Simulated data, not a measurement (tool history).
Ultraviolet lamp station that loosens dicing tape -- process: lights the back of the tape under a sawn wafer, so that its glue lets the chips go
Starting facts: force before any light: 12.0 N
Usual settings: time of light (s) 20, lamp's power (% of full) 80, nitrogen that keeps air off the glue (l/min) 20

run	hour	time of light (s)	lamp's power (% of full)	nitrogen that keeps air off the glue (l/min)	force that peels the tape off (N)	light that reached the tape (mJ/cm2)
1	0	20	80	20	0.917	308
2	49.1	20	80	7	1.844	309
3	114.2	20	80	7	1.876	311
4	181.1	20	80	7	1.914	310
5	244.8	20	80	7	1.908	313
6	279.6	30	80	20	0.386	467
7	341.9	30	80	23	0.374	470
8	384.6	30	80	23	0.349	469
9	441.2	30	83	23	0.339	483
10	495.2	30	83	23	0.354	481
11	549.8	30	83	23	0.336	484
12	584.6	30	83	23	0.343	484
13	621.2	30	83	23	0.333	480
14	676	18	80	20	1.155	278
15	747.3	37	80	20	0.281	582
16	795.9	20	80	20	0.937	308
17	843.6	20	80	20	0.938	316
18	881.3	18	80	20	1.141	283
19	919.8	18	80	20	1.172	281
20	977.6	18	80	20	1.214	281
21	1044	24	63	7	2.034	295
22	1086	24	63	25	0.907	294
23	1146.9	13	81	25	1.893	203
24	1180.8	19	80	23	0.93	297
25	1249.4	19	69	23	1.271	253
26	1284.5	20	63	11	2.179	241
27	1319.3	20	63	11	2.056	243
28	1351.3	20	63	11	2.129	244
29	1391	32	89	35	0.243	552
30	1445.9	32	89	35	0.253	548
31	1513.3	20	93	20	0.646	357
32	1576.3	20	93	20	0.661	362
33	1620.2	20	93	20	0.684	362
34	1660.5	20	69	20	1.308	270
35	1722.3	20	69	20	1.172	264
36	1759.2	20	69	20	1.258	268
37	1818.3	19	69	20	1.407	256
38	1879.3	19	69	20	1.412	254
39	1947.7	19	69	20	1.382	255
40	1986.2	19	69	20	1.336	256

Withheld: 4 entries from between the runs. Position of each, and hidden state at the listed run before versus the listed run after:
Between runs 6 and 7: lamp changed (hour 293.9)
  lamp's light, % of a new lamp's: 99.8 -> 100
Between runs 16 and 17: window cleaned of glue's vapour (hour 839.8)
  light that the window lets through, % of a clean one's: 99.9 -> 100
Between runs 35 and 36: lamp changed (hour 1735)
  lamp's light, % of a new lamp's: 99.8 -> 100
Between runs 39 and 40: window cleaned of glue's vapour (hour 1977.2)
  light that the window lets through, % of a clean one's: 99.9 -> 100
